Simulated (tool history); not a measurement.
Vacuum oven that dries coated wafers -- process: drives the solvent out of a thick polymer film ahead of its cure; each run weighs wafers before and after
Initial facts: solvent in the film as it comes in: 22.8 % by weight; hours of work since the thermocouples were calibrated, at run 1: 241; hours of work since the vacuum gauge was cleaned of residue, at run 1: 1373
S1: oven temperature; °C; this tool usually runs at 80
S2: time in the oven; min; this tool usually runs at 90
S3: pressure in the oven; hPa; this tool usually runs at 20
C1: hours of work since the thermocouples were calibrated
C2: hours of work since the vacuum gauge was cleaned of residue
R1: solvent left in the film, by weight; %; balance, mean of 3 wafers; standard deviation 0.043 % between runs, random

run,hour,S1,S2,S3,C1,C2,R1
1,0,80,90,20,241,1373,3.78
2,64.5,80,90,20,280,1411,3.83
3,114.2,80,90,20,309,1441,3.79
4,206.2,82,90,20,364,1496,3.29
5,290.6,82,90,20,414,1546,3.27
6,374.4,82,119,20,464,1596,2.11
7,465.6,82,119,20,518,1650,2.14
8,513.2,80,90,20,546,1678,3.98
9,560.6,77,90,20,574,1706,4.92
10,621.7,77,90,20,610,1742,4.99
11,699.6,65,140,20,657,1789,6.76
12,796.2,80,53,16.2,714,1846,7.25
# hour 820.6: vacuum gauge cleaned of residue and calibrated
13,856.4,80,53,12,749,21,6.94
14,928.8,80,116,21.9,792,64,2.68
15,975,80,116,21.9,819,92,2.65
16,1051.9,80,116,13.4,865,137,2.45
17,1148.7,80,66,13.4,923,195,5.7

Here are 3 independent what-if runs from the current tool condition. What would each one return?
# hour 1218.2: oven's thermocouples calibrated
A,1248,69,119,20,18,253,?
# hour 1218.2: oven's thermocouples calibrated
B,1248,79,66,13.4,18,253,?
# hour 1218.2: oven's thermocouples calibrated
C,1248,66,129,10,18,253,?

run,R1
A,5.63
B,5.64
C,5.82
Had the tool no hidden state, the same runs would have come out as:
run,R1
A,5.41
B,5.45
C,5.59
